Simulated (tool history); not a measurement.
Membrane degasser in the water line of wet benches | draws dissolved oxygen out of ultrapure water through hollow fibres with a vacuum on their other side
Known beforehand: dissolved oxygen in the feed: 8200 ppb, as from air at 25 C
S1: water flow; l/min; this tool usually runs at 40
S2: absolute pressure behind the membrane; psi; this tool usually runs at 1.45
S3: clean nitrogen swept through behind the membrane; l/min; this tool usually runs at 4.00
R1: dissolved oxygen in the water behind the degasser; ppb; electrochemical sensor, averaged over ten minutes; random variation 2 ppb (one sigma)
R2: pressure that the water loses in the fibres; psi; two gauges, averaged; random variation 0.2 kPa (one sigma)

| run | day | S1 | S2 | S3 | R1 | R2 |
|---|---|---|---|---|---|---|
| 1 | 0.000 | 40 | 1.45 | 4.00 | 195.4 | 6.611 |
| 2 | 0.779 | 40 | 1.45 | 4.00 | 198.6 | 6.495 |
| 3 | 2.667 | 40 | 1.45 | 4.00 | 193.9 | 6.505 |
| 4 | 4.338 | 40 | 1.45 | 4.00 | 198.0 | 6.544 |
|  | 5.046 | vacuum gauge calibrated |
| 5 | 6.208 | 40 | 1.45 | 4.00 | 197.5 | 6.592 |
| 6 | 7.304 | 40 | 1.45 | 4.00 | 192.6 | 6.593 |
| 7 | 8.325 | 40 | 1.45 | 10.53 | 99.6 | 6.548 |
| 8 | 9.362 | 40 | 1.45 | 10.53 | 101.1 | 6.530 |
| 9 | 10.167 | 52 | 1.02 | 6.81 | 164.3 | 8.522 |
| 10 | 10.962 | 46 | 2.58 | 6.19 | 306.6 | 7.554 |

Forecast run 11:
| 11 | 11.883 | 40 | 1.45 | 6.31 | ? | ? |

R1: 140.6 ppb
R2: 6.519 psi
Minus the tool's unlogged condition, the same run would have read R1 140.5 ppb, R2 6.518 psi.
